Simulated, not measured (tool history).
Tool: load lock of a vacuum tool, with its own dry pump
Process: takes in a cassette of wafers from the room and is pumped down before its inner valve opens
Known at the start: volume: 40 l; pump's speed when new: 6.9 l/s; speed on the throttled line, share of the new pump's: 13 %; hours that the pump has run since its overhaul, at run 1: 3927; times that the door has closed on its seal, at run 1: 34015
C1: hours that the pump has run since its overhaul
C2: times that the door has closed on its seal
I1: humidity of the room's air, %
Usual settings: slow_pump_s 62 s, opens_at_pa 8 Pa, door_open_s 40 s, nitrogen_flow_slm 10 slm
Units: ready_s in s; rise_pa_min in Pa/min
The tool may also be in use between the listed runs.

{"run": 1, "hour": 0.0, "slow_pump_s": 62, "opens_at_pa": 8, "door_open_s": 40, "nitrogen_flow_slm": 10, "C1": 3927, "C2": 34015, "I1": 43.9, "ready_s": 113.9, "rise_pa_min": 0.218}
{"run": 2, "hour": 395.4, "slow_pump_s": 62, "opens_at_pa": 8, "door_open_s": 40, "nitrogen_flow_slm": 10, "C1": 4322, "C2": 35754, "I1": 45.9, "ready_s": 114.1, "rise_pa_min": 0.228}
{"run": 3, "hour": 646.8, "slow_pump_s": 62, "opens_at_pa": 8, "door_open_s": 40, "nitrogen_flow_slm": 10, "C1": 4574, "C2": 36859, "I1": 43.4, "ready_s": 113.4, "rise_pa_min": 0.23}
{"run": 4, "hour": 945.0, "slow_pump_s": 56, "opens_at_pa": 8, "door_open_s": 40, "nitrogen_flow_slm": 10, "C1": 4872, "C2": 38170, "I1": 42.9, "ready_s": 107.7, "rise_pa_min": 0.251}
{"run": 5, "hour": 1247.4, "slow_pump_s": 56, "opens_at_pa": 8, "door_open_s": 40, "nitrogen_flow_slm": 10, "C1": 5174, "C2": 39501, "I1": 45.8, "ready_s": 108.9, "rise_pa_min": 0.258}
{"run": 6, "hour": 1538.1, "slow_pump_s": 56, "opens_at_pa": 8, "door_open_s": 40, "nitrogen_flow_slm": 15, "C1": 5465, "C2": 40779, "I1": 44.9, "ready_s": 108.5, "rise_pa_min": 0.268}
{"run": 7, "hour": 1927.2, "slow_pump_s": 56, "opens_at_pa": 8, "door_open_s": 40, "nitrogen_flow_slm": 15, "C1": 5854, "C2": 42490, "I1": 45.8, "ready_s": 108.9, "rise_pa_min": 0.285}
{"run": 8, "hour": 2415.2, "slow_pump_s": 56, "opens_at_pa": 8, "door_open_s": 40, "nitrogen_flow_slm": 15, "C1": 6342, "C2": 44636, "I1": 44.4, "ready_s": 110.7, "rise_pa_min": 0.315}
{"run": 9, "hour": 2708.8, "slow_pump_s": 56, "opens_at_pa": 8, "door_open_s": 40, "nitrogen_flow_slm": 15, "C1": 6636, "C2": 45927, "I1": 44.6, "ready_s": 109.4, "rise_pa_min": 0.331}
{"run": 10, "hour": 3027.5, "slow_pump_s": 56, "opens_at_pa": 8, "door_open_s": 40, "nitrogen_flow_slm": 15, "C1": 6954, "C2": 47329, "I1": 46.8, "ready_s": 110.2, "rise_pa_min": 0.345}
{"run": 11, "hour": 3393.6, "slow_pump_s": 38, "opens_at_pa": 8, "door_open_s": 40, "nitrogen_flow_slm": 15, "C1": 7320, "C2": 48939, "I1": 47.9, "ready_s": 94.9, "rise_pa_min": 0.36}
{"run": 12, "hour": 3651.1, "slow_pump_s": 38, "opens_at_pa": 8, "door_open_s": 40, "nitrogen_flow_slm": 15, "C1": 7578, "C2": 50071, "I1": 44.4, "ready_s": 95.8, "rise_pa_min": 0.36}
{"run": 13, "hour": 4028.5, "slow_pump_s": 38, "opens_at_pa": 8, "door_open_s": 40, "nitrogen_flow_slm": 15, "C1": 7955, "C2": 51731, "I1": 41.4, "ready_s": 96.1, "rise_pa_min": 0.395}
{"run": 14, "hour": 4520.7, "slow_pump_s": 38, "opens_at_pa": 8, "door_open_s": 40, "nitrogen_flow_slm": 15, "C1": 8447, "C2": 53896, "I1": 42.1, "ready_s": 96.0, "rise_pa_min": 0.415}
{"run": 15, "hour": 4977.9, "slow_pump_s": 38, "opens_at_pa": 8, "door_open_s": 40, "nitrogen_flow_slm": 15, "C1": 8905, "C2": 55906, "I1": 44.5, "ready_s": 96.1, "rise_pa_min": 0.453}
{"run": 16, "hour": 5419.3, "slow_pump_s": 38, "opens_at_pa": 8, "door_open_s": 40, "nitrogen_flow_slm": 15, "C1": 9346, "C2": 57848, "I1": 44.7, "ready_s": 96.2, "rise_pa_min": 0.466}
{"hour": 5543.8, "done": "door's seal changed, seat wiped"}
{"run": 17, "hour": 5801.9, "slow_pump_s": 62, "opens_at_pa": 8, "door_open_s": 40, "nitrogen_flow_slm": 10, "C1": 9727, "C2": 1135, "I1": 43.2, "ready_s": 118.0, "rise_pa_min": 0.022}
{"run": 18, "hour": 6149.0, "slow_pump_s": 45, "opens_at_pa": 8, "door_open_s": 40, "nitrogen_flow_slm": 10, "C1": 10074, "C2": 2661, "I1": 41.5, "ready_s": 103.9, "rise_pa_min": 0.028}
{"run": 19, "hour": 6642.0, "slow_pump_s": 45, "opens_at_pa": 8, "door_open_s": 40, "nitrogen_flow_slm": 10, "C1": 10567, "C2": 4829, "I1": 45.3, "ready_s": 102.7, "rise_pa_min": 0.035}
{"hour": 6941.0, "done": "dry pump taken out, an overhauled one fitted"}
{"run": 20, "hour": 7218.4, "slow_pump_s": 72, "opens_at_pa": 10, "door_open_s": 40, "nitrogen_flow_slm": 5, "C1": 277, "C2": 7338, "I1": 43.3, "ready_s": 115.8, "rise_pa_min": 0.05}

The next listed run, before its measurement:
{"run": 21, "hour": 7623.8, "slow_pump_s": 72, "opens_at_pa": 10, "door_open_s": 40, "nitrogen_flow_slm": 5, "C1": 683, "C2": 9120, "I1": 47.6, "ready_s": "?", "rise_pa_min": "?"}

Run 21 gave ready_s 118.4 s, rise_pa_min 0.057 Pa/min.
Without the tool's hidden state the same run would have given ready_s 117.6 s, rise_pa_min 0.029 Pa/min.
